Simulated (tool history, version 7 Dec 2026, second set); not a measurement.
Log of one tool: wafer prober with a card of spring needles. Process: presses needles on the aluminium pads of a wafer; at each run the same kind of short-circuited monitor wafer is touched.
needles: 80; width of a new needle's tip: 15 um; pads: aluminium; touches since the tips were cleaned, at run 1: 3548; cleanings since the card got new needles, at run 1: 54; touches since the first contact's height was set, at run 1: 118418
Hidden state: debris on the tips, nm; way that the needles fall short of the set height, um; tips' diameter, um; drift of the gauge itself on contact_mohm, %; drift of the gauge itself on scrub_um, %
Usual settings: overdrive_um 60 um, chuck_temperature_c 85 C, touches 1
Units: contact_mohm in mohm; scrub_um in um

| run | hour | overdrive_um | chuck_temperature_c | touches | touches since the tips were cleaned | cleanings since the card got new needles | touches since the first contact's height was set | contact_mohm | scrub_um |
|---|---|---|---|---|---|---|---|---|---|
| 1 | 0 | 60 | 85 | 1 | 3548 | 54 | 118418 | 213 | 10.017 |
|  | 6.1 | tips cleaned on abrasive film |
|  | 7.7 | height of the first contact set anew |
| 2 | 12.3 | 60 | 85 | 1 | 2609 | 55 | 2053 | 230 | 10.142 |
|  | 20.6 | tips cleaned on abrasive film |
| 3 | 28.4 | 60 | 110 | 1 | 3467 | 56 | 9122 | 223 | 10.132 |
|  | 33.9 | tips cleaned on abrasive film |
| 4 | 41.4 | 60 | 46 | 1 | 3277 | 57 | 14789 | 206 | 10.125 |
|  | 47.6 | tips cleaned on abrasive film |
| 5 | 57.4 | 60 | 46 | 1 | 4363 | 58 | 21851 | 214 | 10.118 |
|  | 60.6 | tips cleaned on abrasive film |
| 6 | 72.2 | 60 | 53 | 2 | 5127 | 59 | 28353 | 206 | 10.111 |
|  | 73.5 | tips cleaned on abrasive film |
| 7 | 83.1 | 60 | 98 | 2 | 4232 | 60 | 33116 | 211 | 10.107 |
|  | 86.5 | tips cleaned on abrasive film |
|  | 99.5 | tips cleaned on abrasive film |
| 8 | 103.4 | 58 | 85 | 3 | 1720 | 62 | 42010 | 202 | 9.756 |
|  | 113.1 | tips cleaned on abrasive film |
| 9 | 115.9 | 60 | 37 | 1 | 1246 | 63 | 47464 | 199 | 10.085 |
|  | 126.7 | tips cleaned on abrasive film |
| 10 | 131.6 | 71 | 85 | 1 | 2139 | 64 | 54349 | 202 | 11.939 |

Forecast each of these 3 alternatives for the next run:
|  | 140.6 | tips cleaned on abrasive film |
| A | 143.6 | 71 | 83 | 2 | 1342 | 65 | 59627 | ? | ? |
|  | 140.6 | tips cleaned on abrasive film |
| B | 143.6 | 74 | 82 | 1 | 1342 | 65 | 59627 | ? | ? |
|  | 140.6 | tips cleaned on abrasive film |
| C | 143.6 | 52 | 85 | 1 | 1342 | 65 | 59627 | ? | ? |

| run | contact_mohm | scrub_um |
|---|---|---|
| A | 200 | 11.926 |
| B | 203 | 12.427 |
| C | 211 | 8.729 |
Without the tool's hidden state the same runs would have given:
| run | contact_mohm | scrub_um |
|---|---|---|
| A | 195 | 12.007 |
| B | 194 | 12.507 |
| C | 194 | 8.809 |
